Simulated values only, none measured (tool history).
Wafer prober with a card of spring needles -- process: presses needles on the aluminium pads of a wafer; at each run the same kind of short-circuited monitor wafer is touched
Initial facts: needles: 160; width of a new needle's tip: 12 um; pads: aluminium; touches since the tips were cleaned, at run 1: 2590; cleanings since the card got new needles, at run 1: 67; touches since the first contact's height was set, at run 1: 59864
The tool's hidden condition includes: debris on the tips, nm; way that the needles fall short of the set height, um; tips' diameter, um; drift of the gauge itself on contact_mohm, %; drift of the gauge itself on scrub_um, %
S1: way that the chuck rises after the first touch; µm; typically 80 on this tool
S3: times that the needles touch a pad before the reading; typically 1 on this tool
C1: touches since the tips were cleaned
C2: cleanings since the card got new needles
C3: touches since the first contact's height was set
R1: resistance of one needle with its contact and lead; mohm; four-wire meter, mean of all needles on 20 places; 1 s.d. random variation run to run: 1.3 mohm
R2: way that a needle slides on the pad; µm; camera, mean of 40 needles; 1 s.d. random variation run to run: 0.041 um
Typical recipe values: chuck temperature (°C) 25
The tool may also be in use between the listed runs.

{"run": 1, "hour": 0.0, "S1": 80, "chuck temperature (°C)": 25, "S3": 1, "C1": 2590, "C2": 67, "C3": 59864, "R1": 122, "R2": 15.2}
{"hour": 11.7, "done": "tips cleaned on abrasive film"}
{"run": 2, "hour": 26.4, "S1": 80, "chuck temperature (°C)": 25, "S3": 2, "C1": 5415, "C2": 68, "C3": 69568, "R1": 121, "R2": 15.16}
{"hour": 29.3, "done": "tips cleaned on abrasive film"}
{"hour": 48.6, "done": "tips cleaned on abrasive film"}
{"hour": 67.2, "done": "tips cleaned on abrasive film"}
{"hour": 84.8, "done": "tips cleaned on abrasive film"}
{"run": 3, "hour": 84.8, "S1": 80, "chuck temperature (°C)": 25, "S3": 2, "C1": 0, "C2": 72, "C3": 91010, "R1": 109, "R2": 15.07}
{"hour": 98.9, "done": "height of the first contact set anew"}
{"hour": 103.1, "done": "tips cleaned on abrasive film"}
{"hour": 120.4, "done": "tips cleaned on abrasive film"}
{"hour": 139.3, "done": "tips cleaned on abrasive film"}
{"run": 4, "hour": 139.3, "S1": 80, "chuck temperature (°C)": 25, "S3": 2, "C1": 0, "C2": 75, "C3": 14793, "R1": 110, "R2": 14.92}
{"hour": 159.1, "done": "tips cleaned on abrasive film"}
{"run": 5, "hour": 167.9, "S1": 80, "chuck temperature (°C)": 25, "S3": 2, "C1": 3246, "C2": 76, "C3": 25351, "R1": 116, "R2": 14.88}
{"hour": 175.9, "done": "tips cleaned on abrasive film"}
{"hour": 192.6, "done": "tips cleaned on abrasive film"}
{"run": 6, "hour": 205.0, "S1": 80, "chuck temperature (°C)": 25, "S3": 1, "C1": 4585, "C2": 78, "C3": 38973, "R1": 129, "R2": 14.79}
{"hour": 209.1, "done": "tips cleaned on abrasive film"}
{"hour": 225.6, "done": "tips cleaned on abrasive film"}
{"run": 7, "hour": 229.7, "S1": 80, "chuck temperature (°C)": 25, "S3": 1, "C1": 1490, "C2": 80, "C3": 48025, "R1": 119, "R2": 14.87}
{"hour": 245.0, "done": "tips cleaned on abrasive film"}
{"hour": 263.8, "done": "tips cleaned on abrasive film"}
{"run": 8, "hour": 279.7, "S1": 80, "chuck temperature (°C)": 25, "S3": 1, "C1": 5899, "C2": 82, "C3": 66458, "R1": 132, "R2": 14.8}
{"hour": 282.3, "done": "tips cleaned on abrasive film"}
{"hour": 301.4, "done": "tips cleaned on abrasive film"}
{"hour": 320.2, "done": "tips cleaned on abrasive film"}
{"run": 9, "hour": 334.2, "S1": 80, "chuck temperature (°C)": 25, "S3": 2, "C1": 5173, "C2": 85, "C3": 86480, "R1": 124, "R2": 14.74}
{"hour": 338.2, "done": "tips cleaned on abrasive film"}
{"hour": 357.4, "done": "tips cleaned on abrasive film"}
{"hour": 361.4, "done": "height of the first contact set anew"}
{"hour": 376.5, "done": "tips cleaned on abrasive film"}
{"run": 10, "hour": 386.6, "S1": 80, "chuck temperature (°C)": 25, "S3": 2, "C1": 3712, "C2": 88, "C3": 9265, "R1": 119, "R2": 15.38}
{"hour": 393.8, "done": "tips cleaned on abrasive film"}
{"hour": 413.9, "done": "tips cleaned on abrasive film"}
{"hour": 421.7, "done": "height of the first contact set anew, once more"}
{"hour": 431.0, "done": "tips cleaned on abrasive film"}
{"run": 11, "hour": 431.0, "S1": 80, "chuck temperature (°C)": 25, "S3": 2, "C1": 0, "C2": 91, "C3": 3406, "R1": 107, "R2": 15.38}
{"hour": 448.8, "done": "tips cleaned on abrasive film"}
{"hour": 468.5, "done": "tips cleaned on abrasive film"}
{"run": 12, "hour": 469.8, "S1": 97, "chuck temperature (°C)": 25, "S3": 1, "C1": 482, "C2": 93, "C3": 17664, "R1": 109, "R2": 18.53}
{"hour": 485.2, "done": "tips cleaned on abrasive film"}
{"hour": 503.9, "done": "tips cleaned on abrasive film"}
{"run": 13, "hour": 516.9, "S1": 97, "chuck temperature (°C)": 25, "S3": 1, "C1": 4809, "C2": 95, "C3": 35009, "R1": 126, "R2": 18.5}
{"hour": 524.3, "done": "tips cleaned on abrasive film"}
{"hour": 540.7, "done": "tips cleaned on abrasive film"}
{"run": 14, "hour": 545.3, "S1": 100, "chuck temperature (°C)": 25, "S3": 1, "C1": 1710, "C2": 97, "C3": 45430, "R1": 114, "R2": 19.03}
{"hour": 557.3, "done": "tips cleaned on abrasive film"}
{"hour": 574.4, "done": "tips cleaned on abrasive film"}
{"run": 15, "hour": 574.4, "S1": 100, "chuck temperature (°C)": 25, "S3": 1, "C1": 0, "C2": 99, "C3": 56110, "R1": 107, "R2": 19.02}
{"hour": 594.2, "done": "tips cleaned on abrasive film"}
{"hour": 611.9, "done": "tips cleaned on abrasive film"}
{"run": 16, "hour": 622.2, "S1": 63, "chuck temperature (°C)": 29, "S3": 1, "C1": 3806, "C2": 101, "C3": 73695, "R1": 140, "R2": 11.83}
{"hour": 630.4, "done": "tips cleaned on abrasive film"}
{"hour": 649.8, "done": "tips cleaned on abrasive film"}
{"hour": 668.7, "done": "tips cleaned on abrasive film"}
{"run": 17, "hour": 670.7, "S1": 82, "chuck temperature (°C)": 99, "S3": 1, "C1": 755, "C2": 104, "C3": 91524, "R1": 124, "R2": 15.48}
{"hour": 682.5, "done": "height of the first contact set anew"}
{"hour": 686.6, "done": "tips cleaned on abrasive film"}
{"hour": 705.1, "done": "tips cleaned on abrasive film"}
{"run": 18, "hour": 721.3, "S1": 82, "chuck temperature (°C)": 99, "S3": 1, "C1": 5966, "C2": 106, "C3": 14276, "R1": 138, "R2": 15.75}
{"hour": 724.7, "done": "tips cleaned on abrasive film"}
{"hour": 743.2, "done": "tips cleaned on abrasive film"}
{"hour": 761.6, "done": "tips cleaned on abrasive film"}
{"run": 19, "hour": 767.5, "S1": 82, "chuck temperature (°C)": 99, "S3": 1, "C1": 2157, "C2": 109, "C3": 31242, "R1": 130, "R2": 15.72}
{"hour": 779.4, "done": "tips cleaned on abrasive film"}
{"hour": 796.9, "done": "tips cleaned on abrasive film"}
{"run": 20, "hour": 800.7, "S1": 62, "chuck temperature (°C)": 56, "S3": 2, "C1": 1401, "C2": 111, "C3": 43432, "R1": 123, "R2": 11.75}
{"hour": 814.5, "done": "tips cleaned on abrasive film"}
{"hour": 832.2, "done": "tips cleaned on abrasive film"}
{"run": 21, "hour": 839.4, "S1": 62, "chuck temperature (°C)": 56, "S3": 2, "C1": 2672, "C2": 113, "C3": 57678, "R1": 126, "R2": 11.67}
{"hour": 851.2, "done": "tips cleaned on abrasive film"}
{"hour": 871.2, "done": "tips cleaned on abrasive film"}
{"run": 22, "hour": 880.8, "S1": 61, "chuck temperature (°C)": 46, "S3": 3, "C1": 3542, "C2": 115, "C3": 72920, "R1": 123, "R2": 11.45}
{"hour": 888.1, "done": "tips cleaned on abrasive film"}
{"hour": 908.1, "done": "tips cleaned on abrasive film"}
{"hour": 927.2, "done": "tips cleaned on abrasive film"}
{"run": 23, "hour": 932.1, "S1": 80, "chuck temperature (°C)": 115, "S3": 1, "C1": 1809, "C2": 118, "C3": 91766, "R1": 129, "R2": 15.08}
{"hour": 943.1, "done": "height of the first contact set anew"}
{"hour": 946.7, "done": "tips cleaned on abrasive film"}
{"hour": 964.8, "done": "tips cleaned on abrasive film"}
{"hour": 983.7, "done": "tips cleaned on abrasive film"}
{"run": 24, "hour": 989.5, "S1": 62, "chuck temperature (°C)": 115, "S3": 1, "C1": 2125, "C2": 121, "C3": 17016, "R1": 140, "R2": 11.87}
{"hour": 1003.3, "done": "tips cleaned on abrasive film"}
{"run": 25, "hour": 1014.2, "S1": 66, "chuck temperature (°C)": 39, "S3": 1, "C1": 4049, "C2": 122, "C3": 26128, "R1": 142, "R2": 12.63}
{"hour": 1020.8, "done": "tips cleaned on abrasive film"}
{"hour": 1037.9, "done": "tips cleaned on abrasive film"}
{"run": 26, "hour": 1037.9, "S1": 66, "chuck temperature (°C)": 39, "S3": 1, "C1": 0, "C2": 124, "C3": 34801, "R1": 115, "R2": 12.52}
{"hour": 1055.3, "done": "tips cleaned on abrasive film"}
{"hour": 1073.4, "done": "tips cleaned on abrasive film"}
{"run": 27, "hour": 1082.1, "S1": 63, "chuck temperature (°C)": 71, "S3": 2, "C1": 3218, "C2": 126, "C3": 51063, "R1": 133, "R2": 11.97}
{"hour": 1092.9, "done": "tips cleaned on abrasive film"}
{"hour": 1112.6, "done": "tips cleaned on abrasive film"}
{"run": 28, "hour": 1120.8, "S1": 61, "chuck temperature (°C)": 93, "S3": 2, "C1": 3062, "C2": 128, "C3": 65323, "R1": 136, "R2": 11.48}

Consider 4 possible next runs. They are alternatives, not a sequence: every one starts from the tool as it was left by run 28. What does each give?
{"hour": 1130.9, "done": "tips cleaned on abrasive film"}
{"hour": 1150.6, "done": "tips cleaned on abrasive film"}
{"hour": 1170.7, "done": "tips cleaned on abrasive film"}
{"run": "A", "hour": 1175.7, "S1": 80, "chuck temperature (°C)": 97, "S3": 1, "C1": 1844, "C2": 131, "C3": 85496, "R1": "?", "R2": "?"}
{"hour": 1130.9, "done": "tips cleaned on abrasive film"}
{"hour": 1150.6, "done": "tips cleaned on abrasive film"}
{"hour": 1170.7, "done": "tips cleaned on abrasive film"}
{"run": "B", "hour": 1175.7, "S1": 80, "chuck temperature (°C)": 100, "S3": 1, "C1": 1844, "C2": 131, "C3": 85496, "R1": "?", "R2": "?"}
{"hour": 1130.9, "done": "tips cleaned on abrasive film"}
{"hour": 1150.6, "done": "tips cleaned on abrasive film"}
{"hour": 1170.7, "done": "tips cleaned on abrasive film"}
{"run": "C", "hour": 1175.7, "S1": 61, "chuck temperature (°C)": 106, "S3": 2, "C1": 1844, "C2": 131, "C3": 85496, "R1": "?", "R2": "?"}
{"hour": 1130.9, "done": "tips cleaned on abrasive film"}
{"hour": 1150.6, "done": "tips cleaned on abrasive film"}
{"hour": 1170.7, "done": "tips cleaned on abrasive film"}
{"run": "D", "hour": 1175.7, "S1": 70, "chuck temperature (°C)": 98, "S3": 2, "C1": 1844, "C2": 131, "C3": 85496, "R1": "?", "R2": "?"}

run=A R1=128 R2=14.99
run=B R1=130 R2=15.10
run=C R1=137 R2=11.45
run=D R1=126 R2=13.14
Had the tool no hidden state, the same runs would have come out as:
run=A R1=116 R2=15.25
run=B R1=118 R2=15.36
run=C R1=124 R2=11.71
run=D R1=117 R2=13.39
